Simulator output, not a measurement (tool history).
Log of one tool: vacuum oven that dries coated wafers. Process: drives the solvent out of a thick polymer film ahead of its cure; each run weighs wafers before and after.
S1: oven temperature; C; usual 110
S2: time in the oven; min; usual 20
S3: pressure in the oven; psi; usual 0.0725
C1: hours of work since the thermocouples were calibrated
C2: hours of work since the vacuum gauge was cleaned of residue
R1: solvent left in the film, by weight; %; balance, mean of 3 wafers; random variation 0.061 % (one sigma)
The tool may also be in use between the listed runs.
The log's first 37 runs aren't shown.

{"run": 38, "hour": 506.9, "S1": 113, "S2": 26, "S3": 0.0589, "C1": 436, "C2": 154, "R1": 1.85}
{"run": 39, "hour": 523.3, "S1": 113, "S2": 12, "S3": 0.0589, "C1": 448, "C2": 167, "R1": 5.71}
{"run": 40, "hour": 536.9, "S1": 119, "S2": 19, "S3": 0.0889, "C1": 458, "C2": 177, "R1": 2.31}
{"run": 41, "hour": 545.0, "S1": 122, "S2": 28, "S3": 0.0506, "C1": 464, "C2": 183, "R1": 0.85}
{"run": 42, "hour": 558.0, "S1": 122, "S2": 28, "S3": 0.0506, "C1": 474, "C2": 193, "R1": 0.87}
{"run": 43, "hour": 569.2, "S1": 122, "S2": 13, "S3": 0.0521, "C1": 483, "C2": 202, "R1": 3.35}
{"run": 44, "hour": 583.7, "S1": 106, "S2": 11, "S3": 0.1076, "C1": 494, "C2": 213, "R1": 8.6}
{"run": 45, "hour": 592.4, "S1": 110, "S2": 13, "S3": 0.0725, "C1": 500, "C2": 219, "R1": 6.07}

Forecast each of these 5 alternatives for the next run:
{"run": "A", "hour": 609.0, "S1": 121, "S2": 31, "S3": 0.1334, "C1": 513, "C2": 232, "R1": "?"}
{"run": "B", "hour": 609.0, "S1": 110, "S2": 12, "S3": 0.0386, "C1": 513, "C2": 232, "R1": "?"}
{"run": "C", "hour": 609.0, "S1": 110, "S2": 21, "S3": 0.1775, "C1": 513, "C2": 232, "R1": "?"}
{"run": "D", "hour": 609.0, "S1": 109, "S2": 26, "S3": 0.0725, "C1": 513, "C2": 232, "R1": "?"}
{"run": "E", "hour": 609.0, "S1": 110, "S2": 29, "S3": 0.041, "C1": 513, "C2": 232, "R1": "?"}

run=A R1=1.62
run=B R1=6.13
run=C R1=4.8
run=D R1=2.71
run=E R1=1.78
Without the tool's hidden state the same runs would have given:
run=A R1=1.5
run=B R1=5.89
run=C R1=4.55
run=D R1=2.51
run=E R1=1.6
